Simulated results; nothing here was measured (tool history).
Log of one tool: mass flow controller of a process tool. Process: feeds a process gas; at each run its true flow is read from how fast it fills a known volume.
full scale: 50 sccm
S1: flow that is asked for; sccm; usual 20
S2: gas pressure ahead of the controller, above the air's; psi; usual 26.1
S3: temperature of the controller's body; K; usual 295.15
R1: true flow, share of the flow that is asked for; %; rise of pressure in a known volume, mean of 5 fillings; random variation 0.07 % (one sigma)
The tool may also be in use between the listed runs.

| run | hour | S1 | S2 | S3 | R1 |
|---|---|---|---|---|---|
| 1 | 0.0 | 20 | 26.1 | 295.15 | 97.24 |
| 2 | 72.7 | 20 | 26.1 | 295.15 | 97.20 |
| 3 | 223.1 | 20 | 26.1 | 295.15 | 97.09 |
| 4 | 301.9 | 20 | 26.1 | 295.15 | 97.31 |
| 5 | 394.2 | 20 | 26.1 | 295.15 | 97.16 |
| 6 | 555.3 | 20 | 26.1 | 295.15 | 97.12 |
| 7 | 630.9 | 20 | 26.1 | 295.15 | 97.07 |
| 8 | 772.8 | 20 | 26.1 | 295.15 | 97.20 |
| 9 | 864.4 | 20 | 26.1 | 295.15 | 97.21 |
| 10 | 1022.3 | 20 | 25.8 | 295.15 | 97.22 |
| 11 | 1122.5 | 20 | 25.8 | 295.15 | 97.12 |
| 12 | 1189.0 | 20 | 26.1 | 295.15 | 97.03 |
| 13 | 1336.0 | 20 | 34.2 | 295.15 | 97.29 |
| 14 | 1480.7 | 20 | 34.2 | 295.15 | 97.29 |
| 15 | 1568.1 | 20 | 34.2 | 303.15 | 97.93 |
| 16 | 1718.7 | 10 | 29.4 | 293.15 | 94.85 |
| 17 | 1811.0 | 20 | 37.7 | 313.15 | 98.65 |
| 18 | 1916.2 | 14 | 24.7 | 295.15 | 95.95 |
| 19 | 2046.0 | 14 | 24.7 | 295.15 | 95.92 |
| 20 | 2123.2 | 20 | 35.5 | 299.15 | 97.57 |
| 21 | 2260.7 | 20 | 35.5 | 299.15 | 97.51 |
| 22 | 2352.6 | 21 | 32.2 | 295.15 | 97.19 |
| 23 | 2499.8 | 16 | 21.6 | 295.15 | 96.03 |
| 24 | 2651.9 | 20 | 30.2 | 295.15 | 97.07 |
| 25 | 2782.2 | 20 | 30.2 | 295.15 | 97.08 |
| 26 | 2912.9 | 20 | 30.2 | 295.15 | 96.98 |
| 27 | 3001.0 | 27 | 37.9 | 295.15 | 98.09 |
| 28 | 3073.7 | 27 | 37.9 | 295.15 | 98.16 |
| 29 | 3163.0 | 50 | 26.5 | 302.15 | 100.46 |

Forecast each of these 5 alternatives for the next run:
| A | 3311.7 | 15 | 24.9 | 302.15 | ? |
| B | 3311.7 | 20 | 27.6 | 295.15 | ? |
| C | 3311.7 | 21 | 37.9 | 296.15 | ? |
| D | 3311.7 | 32 | 26.1 | 295.15 | ? |
| E | 3311.7 | 7 | 27.0 | 295.15 | ? |

| run | R1 |
|---|---|
| A | 96.37 |
| B | 96.90 |
| C | 97.41 |
| D | 98.28 |
| E | 92.59 |
Without the tool's hidden state the same runs would have given:
| run | R1 |
|---|---|
| A | 97.81 |
| B | 97.74 |
| C | 98.16 |
| D | 98.44 |
| E | 96.82 |
